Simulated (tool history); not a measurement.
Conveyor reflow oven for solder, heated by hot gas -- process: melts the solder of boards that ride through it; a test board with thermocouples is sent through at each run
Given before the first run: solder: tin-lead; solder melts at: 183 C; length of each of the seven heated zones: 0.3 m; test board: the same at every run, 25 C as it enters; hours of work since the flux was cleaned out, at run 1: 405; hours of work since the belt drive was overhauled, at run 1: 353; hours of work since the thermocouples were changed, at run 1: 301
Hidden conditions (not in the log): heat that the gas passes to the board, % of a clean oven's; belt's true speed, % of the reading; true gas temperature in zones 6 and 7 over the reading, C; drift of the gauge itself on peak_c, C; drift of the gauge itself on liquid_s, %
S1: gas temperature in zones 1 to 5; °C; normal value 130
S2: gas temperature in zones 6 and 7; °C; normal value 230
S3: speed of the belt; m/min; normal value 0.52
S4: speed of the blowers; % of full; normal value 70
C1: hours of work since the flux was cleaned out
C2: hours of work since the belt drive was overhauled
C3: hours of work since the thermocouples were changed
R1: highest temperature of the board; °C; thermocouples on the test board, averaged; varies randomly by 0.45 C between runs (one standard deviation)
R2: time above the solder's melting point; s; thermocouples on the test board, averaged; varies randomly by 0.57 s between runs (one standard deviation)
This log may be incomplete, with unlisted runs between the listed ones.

run	hour	S1	S2	S3	S4	C1	C2	C3	R1	R2
1	0	130	230	0.52	70	405	353	301	206	39.9
2	25.7	130	230	0.52	70	421	369	317	206.4	40.3
3	42.9	132	230	0.52	70	431	379	327	207.2	39.5
4	63.2	132	230	0.52	70	443	391	339	206.8	40.2
5	85.3	130	230	0.52	56	456	404	352	202.8	34.5
6	108.7	130	230	0.52	56	470	419	367	202.5	34.2
# hour 129.2: flux residue cleaned out of gas plates and filters
7	132.4	130	230	0.52	56	2	430	378	208.7	41
8	147.7	130	230	0.52	56	11	439	387	207.7	41.3
9	164.9	130	241	0.52	70	22	449	397	221.2	51.7
10	184.2	130	241	0.52	70	33	461	409	220.5	52.1
11	205.4	132	219	0.585	57	46	474	422	195.6	24.1
12	220	120	230	0.515	70	55	482	430	209.7	41.9
# hour 226.5: belt drive overhauled, speed set with a stopwatch
13	250.2	129	230	0.52	64	70	14	446	209.8	43.9
14	280.9	129	230	0.52	64	89	33	465	210.1	42
15	301.8	119	229	0.458	70	101	45	477	211.6	49.6
16	329.7	119	229	0.458	70	118	62	494	211.8	48.9
# hour 342: belt drive overhauled, speed set with a stopwatch, once more
17	355.4	119	229	0.458	70	131	8	507	210.4	48.6
18	378.9	119	229	0.458	70	145	22	521	211.1	48.1
19	405.3	125	229	0.458	70	161	38	537	211.4	51.2

Some steps in R1 between neighbouring runs. How much of each would the tool show without its hidden state too (settings, what came in, random variation), and how much is left for the hidden state, with any gauge scatter that isn't in both results?
Run 6 -> 7: flux residue cleaned out of gas plates and filters. R1 +6.2 °C: hidden state +5.7, all else +0.5.
Run 10 -> 11: S1 130 -> 132, S2 241 -> 219, S3 0.52 -> 0.585, S4 70 -> 57. R1 -24.9 °C: hidden state -0.1, all else -24.8.
